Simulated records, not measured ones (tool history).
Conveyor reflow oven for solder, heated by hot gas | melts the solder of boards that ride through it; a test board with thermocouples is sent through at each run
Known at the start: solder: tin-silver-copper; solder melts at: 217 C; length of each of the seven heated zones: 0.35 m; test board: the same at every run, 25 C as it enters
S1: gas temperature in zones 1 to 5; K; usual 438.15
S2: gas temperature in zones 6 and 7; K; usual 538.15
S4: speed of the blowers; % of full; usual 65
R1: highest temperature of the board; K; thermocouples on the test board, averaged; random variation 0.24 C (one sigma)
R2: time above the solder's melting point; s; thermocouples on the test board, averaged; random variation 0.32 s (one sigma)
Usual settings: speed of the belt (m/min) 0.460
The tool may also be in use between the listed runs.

run 1 hour=0.0 | S1=438.15 S2=538.15 speed_of_the_belt_(m/min)=0.460 S4=65 | R1=521.05 R2=61.1
run 2 hour=11.7 | S1=438.15 S2=538.15 speed_of_the_belt_(m/min)=0.460 S4=65 | R1=521.15 R2=60.6
run 3 hour=17.9 | S1=438.15 S2=538.15 speed_of_the_belt_(m/min)=0.460 S4=65 | R1=521.15 R2=60.8
run 4 hour=23.8 | S1=439.15 S2=538.15 speed_of_the_belt_(m/min)=0.460 S4=65 | R1=521.35 R2=62.4
run 5 hour=32.0 | S1=439.15 S2=538.15 speed_of_the_belt_(m/min)=0.460 S4=65 | R1=521.25 R2=61.6
run 6 hour=40.2 | S1=439.15 S2=538.15 speed_of_the_belt_(m/min)=0.460 S4=66 | R1=521.05 R2=62.2
run 7 hour=51.0 | S1=448.15 S2=538.15 speed_of_the_belt_(m/min)=0.460 S4=66 | R1=523.05 R2=67.2
run 8 hour=57.0 | S1=448.15 S2=538.15 speed_of_the_belt_(m/min)=0.460 S4=66 | R1=522.95 R2=66.8
run 9 hour=62.6 | S1=438.15 S2=538.15 speed_of_the_belt_(m/min)=0.460 S4=65 | R1=520.85 R2=61.1
run 10 hour=70.5 | S1=438.15 S2=538.15 speed_of_the_belt_(m/min)=0.460 S4=65 | R1=520.95 R2=60.3
run 11 hour=78.2 | S1=438.15 S2=538.15 speed_of_the_belt_(m/min)=0.460 S4=65 | R1=521.15 R2=60.9
run 12 hour=88.5 | S1=438.15 S2=538.15 speed_of_the_belt_(m/min)=0.460 S4=65 | R1=520.55 R2=61.5
run 13 hour=101.2 | S1=438.15 S2=538.15 speed_of_the_belt_(m/min)=0.460 S4=65 | R1=520.75 R2=60.6
run 14 hour=107.2 | S1=438.15 S2=538.15 speed_of_the_belt_(m/min)=0.376 S4=65 | R1=526.55 R2=83.5
run 15 hour=119.4 | S1=438.15 S2=538.15 speed_of_the_belt_(m/min)=0.460 S4=65 | R1=520.95 R2=60.8
run 16 hour=132.0 | S1=447.15 S2=538.15 speed_of_the_belt_(m/min)=0.460 S4=65 | R1=522.35 R2=66.1
run 17 hour=141.1 | S1=447.15 S2=538.15 speed_of_the_belt_(m/min)=0.460 S4=65 | R1=522.35 R2=65.7
run 18 hour=152.5 | S1=452.15 S2=538.15 speed_of_the_belt_(m/min)=0.388 S4=65 | R1=527.75 R2=87.9
run 19 hour=165.5 | S1=438.15 S2=538.15 speed_of_the_belt_(m/min)=0.549 S4=58 | R1=511.95 R2=39.4
run 20 hour=173.9 | S1=438.15 S2=531.15 speed_of_the_belt_(m/min)=0.392 S4=65 | R1=519.35 R2=71.5
run 21 hour=183.9 | S1=438.15 S2=546.15 speed_of_the_belt_(m/min)=0.492 S4=65 | R1=525.15 R2=60.0
run 22 hour=190.1 | S1=436.15 S2=532.15 speed_of_the_belt_(m/min)=0.535 S4=81 | R1=514.25 R2=45.1
run 23 hour=196.4 | S1=436.15 S2=532.15 speed_of_the_belt_(m/min)=0.535 S4=81 | R1=514.35 R2=45.3
run 24 hour=205.6 | S1=435.15 S2=538.15 speed_of_the_belt_(m/min)=0.452 S4=65 | R1=520.35 R2=61.4
run 25 hour=214.7 | S1=438.15 S2=541.15 speed_of_the_belt_(m/min)=0.460 S4=65 | R1=522.95 R2=63.9
run 26 hour=226.4 | S1=438.15 S2=527.15 speed_of_the_belt_(m/min)=0.532 S4=65 | R1=505.85 R2=33.2
run 27 hour=236.4 | S1=436.15 S2=529.15 speed_of_the_belt_(m/min)=0.450 S4=60 | R1=511.05 R2=48.7
run 28 hour=249.6 | S1=436.15 S2=529.15 speed_of_the_belt_(m/min)=0.450 S4=60 | R1=511.45 R2=48.6
run 29 hour=255.3 | S1=445.15 S2=529.15 speed_of_the_belt_(m/min)=0.419 S4=71 | R1=517.15 R2=67.6
run 30 hour=265.4 | S1=438.15 S2=538.15 speed_of_the_belt_(m/min)=0.460 S4=76 | R1=522.15 R2=62.4
run 31 hour=277.7 | S1=450.15 S2=542.15 speed_of_the_belt_(m/min)=0.479 S4=65 | R1=524.05 R2=64.5
run 32 hour=289.3 | S1=426.15 S2=542.15 speed_of_the_belt_(m/min)=0.460 S4=65 | R1=520.65 R2=55.9

Taken out of this log: 2 entries between the listed runs. Where each belongs, and how the hidden state differs across it:
Between runs 18 and 19: belt drive overhauled, speed set with a stopwatch (hour 157.2)
  heat that the gas passes to the board, % of a clean oven's: 92.7 -> 92.5; belt's true speed, % of the reading: 99.28 -> 98.76; true gas temperature in zones 6 and 7 over the reading, C: -0.12 -> -0.11
  measured less the result without the state, R1: -1.10 -> -1.70 K; R2: -0.8 -> -1.9 s
Between runs 25 and 26: belt drive overhauled, speed set with a stopwatch, once more (hour 219.9)
  heat that the gas passes to the board, % of a clean oven's: 91.4 -> 91.3; belt's true speed, % of the reading: 98.68 -> 100.05; true gas temperature in zones 6 and 7 over the reading, C: -0.04 -> -0.03
  measured less the result without the state, R1: -1.70 -> -2.30 K; R2: -1.2 -> -4.2 s

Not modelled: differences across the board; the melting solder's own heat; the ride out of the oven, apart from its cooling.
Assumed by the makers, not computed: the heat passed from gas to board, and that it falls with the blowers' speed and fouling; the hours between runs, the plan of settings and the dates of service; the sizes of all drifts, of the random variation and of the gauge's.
